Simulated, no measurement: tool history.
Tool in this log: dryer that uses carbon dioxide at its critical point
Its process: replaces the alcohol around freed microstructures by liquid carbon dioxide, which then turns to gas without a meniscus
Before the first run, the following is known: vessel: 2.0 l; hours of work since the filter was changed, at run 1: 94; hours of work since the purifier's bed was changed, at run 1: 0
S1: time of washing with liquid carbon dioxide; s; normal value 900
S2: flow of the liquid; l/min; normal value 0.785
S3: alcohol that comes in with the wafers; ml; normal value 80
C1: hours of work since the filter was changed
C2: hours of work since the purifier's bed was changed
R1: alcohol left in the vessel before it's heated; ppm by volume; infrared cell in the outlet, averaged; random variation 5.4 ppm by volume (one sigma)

Run 1, day 0: usual settings; C1 94; C2 0. Result: R1 188 ppm by volume.
Run 2, day 2.1: usual settings; C1 125; C2 31. Result: R1 227 ppm by volume.
Run 3, day 4.662: usual settings but S1 840 s; C1 164; C2 70. Result: R1 354 ppm by volume.
Run 4, day 6.304: usual settings but S1 840 s; C1 188; C2 95. Result: R1 384 ppm by volume.
Run 5, day 7.604: usual settings but S1 840 s; C1 208; C2 114. Result: R1 419 ppm by volume.
Run 6, day 10.442: usual settings but S2 0.814 l/min; C1 250; C2 157. Result: R1 304 ppm by volume.
At day 10.671: inlet filter changed.
Run 7, day 12.162: usual settings but S2 0.543 l/min; C1 22; C2 182. Result: R1 827 ppm by volume.
Run 8, day 14.604: usual settings but S1 600 s, S2 0.543 l/min; C1 59; C2 218. Result: R1 3059 ppm by volume.
Run 9, day 17.108: usual settings but S1 1320 s; C1 97; C2 256. Result: R1 126 ppm by volume.
Run 10, day 19.267: usual settings but S1 1320 s; C1 129; C2 288. Result: R1 136 ppm by volume.
Run 11, day 21.208: usual settings but S1 720 s; C1 158; C2 317. Result: R1 752 ppm by volume.
Run 12, day 23.771: usual settings but S1 720 s; C1 196; C2 356. Result: R1 855 ppm by volume.
Run 13, day 24.996: usual settings but S1 540 s; C1 215; C2 374. Result: R1 2141 ppm by volume.
Run 14, day 27.225: usual settings but S3 98 ml; C1 248; C2 408. Result: R1 545 ppm by volume.
At day 27.646: inlet filter changed.
Run 15, day 28.633: usual settings but S3 98 ml; C1 15; C2 428. Result: R1 350 ppm by volume.
Run 16, day 30.542: usual settings but S3 98 ml; C1 43; C2 457. Result: R1 364 ppm by volume.
Run 17, day 32.129: usual settings but S2 1.031 l/min, S3 98 ml; C1 67; C2 481. Result: R1 199 ppm by volume.
Run 18, day 34.521: usual settings but S2 1.031 l/min, S3 98 ml; C1 103; C2 517. Result: R1 238 ppm by volume.
Run 19, day 36.038: usual settings but S2 1.031 l/min, S3 98 ml; C1 126; C2 539. Result: R1 253 ppm by volume.
Run 20, day 37.942: usual settings but S2 1.031 l/min, S3 98 ml; C1 154; C2 568. Result: R1 263 ppm by volume.
Run 21, day 39.75: usual settings; C1 182; C2 595. Result: R1 475 ppm by volume.
Run 22, day 42.008: usual settings but S3 22 ml; C1 215; C2 629. Result: R1 305 ppm by volume.
At day 44.562: inlet filter changed.
Run 23, day 44.812: usual settings but S3 22 ml; C1 4; C2 670. Result: R1 259 ppm by volume.
Run 24, day 46.167: usual settings but S3 22 ml; C1 24; C2 691. Result: R1 286 ppm by volume.
Run 25, day 48.471: usual settings but S3 22 ml; C1 59; C2 725. Result: R1 320 ppm by volume.
Run 26, day 50.429: usual settings but S3 22 ml; C1 88; C2 754. Result: R1 311 ppm by volume.

Run 27, settings as shown, results not yet in. Your forecast:
At day 50.917: purifier's bed changed.
Run 27, day 52.192: usual settings but S3 22 ml; C1 113; C2 19. Result: R1 ?.

R1: 60 ppm by volume
If the tool had no hidden condition, the same run with the same run-to-run variation would have returned R1 35 ppm by volume.

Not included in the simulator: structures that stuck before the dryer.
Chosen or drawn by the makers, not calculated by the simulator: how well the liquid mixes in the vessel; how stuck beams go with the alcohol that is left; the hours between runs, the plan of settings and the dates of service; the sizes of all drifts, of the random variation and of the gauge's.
